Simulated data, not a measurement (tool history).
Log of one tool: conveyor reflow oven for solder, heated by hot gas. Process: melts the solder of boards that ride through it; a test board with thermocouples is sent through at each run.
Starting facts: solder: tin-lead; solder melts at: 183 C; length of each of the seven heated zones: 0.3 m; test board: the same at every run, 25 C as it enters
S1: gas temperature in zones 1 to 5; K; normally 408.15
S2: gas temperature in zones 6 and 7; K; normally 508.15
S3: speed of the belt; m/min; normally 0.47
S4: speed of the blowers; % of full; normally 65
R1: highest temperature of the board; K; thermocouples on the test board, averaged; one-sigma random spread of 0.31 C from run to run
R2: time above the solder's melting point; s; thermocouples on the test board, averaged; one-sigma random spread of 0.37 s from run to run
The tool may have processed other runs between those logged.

| run | day | S1 | S2 | S3 | S4 | R1 | R2 |
|---|---|---|---|---|---|---|---|
| 1 | 0 | 408.15 | 508.15 | 0.47 | 65 | 484.15 | 49.2 |
| 2 | 0.858 | 408.15 | 508.15 | 0.47 | 65 | 484.35 | 49.1 |
| 3 | 1.6 | 408.15 | 508.15 | 0.47 | 65 | 484.05 | 49.1 |
| 4 | 2.429 | 408.15 | 508.15 | 0.47 | 65 | 483.55 | 49.2 |
| 5 | 3.846 | 408.15 | 508.15 | 0.47 | 63 | 483.55 | 47.7 |
| 6 | 4.675 | 408.15 | 508.15 | 0.47 | 65 | 483.95 | 48.2 |
| 7 | 5.517 | 408.15 | 508.15 | 0.47 | 65 | 484.15 | 49.2 |
| 8 | 6.792 | 408.15 | 508.15 | 0.47 | 65 | 484.25 | 49.1 |
| 9 | 7.425 | 408.15 | 508.15 | 0.47 | 65 | 484.05 | 49.2 |
| 10 | 8.783 | 408.15 | 508.15 | 0.494 | 65 | 481.55 | 45 |
| 11 | 9.883 | 408.15 | 508.15 | 0.494 | 65 | 482.95 | 44.2 |
| 12 | 10.825 | 408.15 | 508.15 | 0.401 | 65 | 490.05 | 64.8 |
| 13 | 11.917 | 408.15 | 508.15 | 0.557 | 65 | 476.75 | 33.8 |
| 14 | 13.004 | 408.15 | 523.15 | 0.557 | 65 | 488.15 | 43.8 |
| 15 | 14.35 | 408.15 | 523.15 | 0.557 | 65 | 488.35 | 43.9 |
| 16 | 15.246 | 408.15 | 511.15 | 0.47 | 65 | 486.05 | 51.5 |
| 17 | 16.612 | 408.15 | 508.15 | 0.47 | 52 | 479.05 | 42.8 |
| 18 | 17.842 | 405.15 | 508.15 | 0.47 | 83 | 488.15 | 53.5 |
| 19 | 18.538 | 408.15 | 499.15 | 0.47 | 65 | 476.95 | 41.8 |
| 20 | 19.179 | 420.15 | 508.15 | 0.492 | 65 | 485.35 | 52 |
| 21 | 19.842 | 420.15 | 508.15 | 0.492 | 65 | 484.85 | 52.1 |
| 22 | 21.308 | 420.15 | 508.15 | 0.492 | 65 | 485.05 | 52.3 |
| 23 | 22.533 | 420.15 | 508.15 | 0.492 | 68 | 486.05 | 52.5 |
| 24 | 23.517 | 420.15 | 506.15 | 0.491 | 80 | 487.15 | 53.8 |
| 25 | 24.304 | 420.15 | 506.15 | 0.491 | 80 | 487.05 | 54.9 |
| 26 | 25.825 | 412.15 | 505.15 | 0.491 | 80 | 484.75 | 49.2 |
| 27 | 27.379 | 408.15 | 508.15 | 0.539 | 65 | 477.95 | 36.5 |
| 28 | 28.642 | 408.15 | 497.15 | 0.467 | 65 | 475.15 | 40 |
| 29 | 29.588 | 408.15 | 497.15 | 0.467 | 65 | 475.65 | 39.6 |
| 30 | 31.196 | 408.15 | 508.15 | 0.4 | 87 | 494.55 | 69.9 |
| 31 | 31.946 | 408.15 | 508.15 | 0.518 | 87 | 485.75 | 46.4 |

Withheld: 2 entries from between the runs. Position of each, and hidden state at the listed run before versus the listed run after:
Runs 14 to 15: flux residue cleaned out of gas plates and filters (day 14.167)
  heat that the gas passes to the board, % of a clean oven's: 99.9 -> 100
Runs 29 to 30: belt drive overhauled, speed set with a stopwatch (day 30.321)
  belt's true speed, % of the reading: 99.99 -> 100
